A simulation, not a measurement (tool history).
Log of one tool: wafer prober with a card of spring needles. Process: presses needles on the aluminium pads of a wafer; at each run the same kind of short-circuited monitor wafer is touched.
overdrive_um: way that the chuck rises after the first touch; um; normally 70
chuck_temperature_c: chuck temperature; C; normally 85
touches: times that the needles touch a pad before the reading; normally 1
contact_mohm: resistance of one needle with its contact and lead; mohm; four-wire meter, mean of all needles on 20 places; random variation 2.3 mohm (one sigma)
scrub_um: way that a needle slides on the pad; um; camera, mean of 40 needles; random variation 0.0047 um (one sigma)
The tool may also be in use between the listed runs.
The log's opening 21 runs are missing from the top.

| run | hour | overdrive_um | chuck_temperature_c | touches | touches since the tips were cleaned | cleanings since the card got new needles | touches since the first contact's height was set | contact_mohm | scrub_um |
|---|---|---|---|---|---|---|---|---|---|
|  | 140.7 | tips cleaned on abrasive film |
| 22 | 144.5 | 64 | 85 | 1 | 2425 | 17 | 26923 | 339 | 8.127 |
| 23 | 153.2 | 64 | 85 | 1 | 8079 | 17 | 32577 | 363 | 8.13 |
|  | 153.9 | tips cleaned on abrasive film |
| 24 | 158.2 | 85 | 93 | 2 | 2789 | 18 | 35725 | 292 | 10.793 |
| 25 | 165 | 70 | 98 | 1 | 7252 | 18 | 40188 | 343 | 8.884 |
|  | 166.5 | tips cleaned on abrasive film |
| 26 | 174 | 70 | 98 | 1 | 4844 | 19 | 45918 | 344 | 8.882 |
|  | 179.3 | tips cleaned on abrasive film |
| 27 | 179.7 | 70 | 42 | 2 | 222 | 20 | 49534 | 260 | 8.877 |
| 28 | 183.9 | 54 | 66 | 1 | 2971 | 20 | 52283 | 377 | 6.842 |
| 29 | 191.2 | 51 | 121 | 2 | 7720 | 20 | 57032 | 361 | 6.454 |
|  | 192 | tips cleaned on abrasive film |
| 30 | 199.3 | 51 | 121 | 2 | 4705 | 21 | 62165 | 353 | 6.453 |
|  | 202.6 | height of the first contact set anew |
|  | 205.4 | tips cleaned on abrasive film |
| 31 | 206.4 | 84 | 55 | 3 | 643 | 22 | 2383 | 262 | 10.689 |
| 32 | 212.5 | 79 | 43 | 2 | 4627 | 22 | 6367 | 290 | 10.052 |
|  | 218.1 | tips cleaned on abrasive film |
| 33 | 221.7 | 80 | 27 | 2 | 2333 | 23 | 12236 | 277 | 10.172 |

3 ways to go on from here, each from the tool as it stands after run 33. What would each give?
| A | 228.7 | 75 | 86 | 1 | 6857 | 23 | 16760 | ? | ? |
| B | 228.7 | 80 | 85 | 2 | 6857 | 23 | 16760 | ? | ? |
| C | 228.7 | 67 | 85 | 1 | 6857 | 23 | 16760 | ? | ? |

| run | contact_mohm | scrub_um |
|---|---|---|
| A | 341 | 9.538 |
| B | 305 | 10.181 |
| C | 355 | 8.523 |
Stripped of hidden state, with their random variation kept, the same runs would have yielded:
| run | contact_mohm | scrub_um |
|---|---|---|
| A | 260 | 9.549 |
| B | 261 | 10.192 |
| C | 259 | 8.534 |
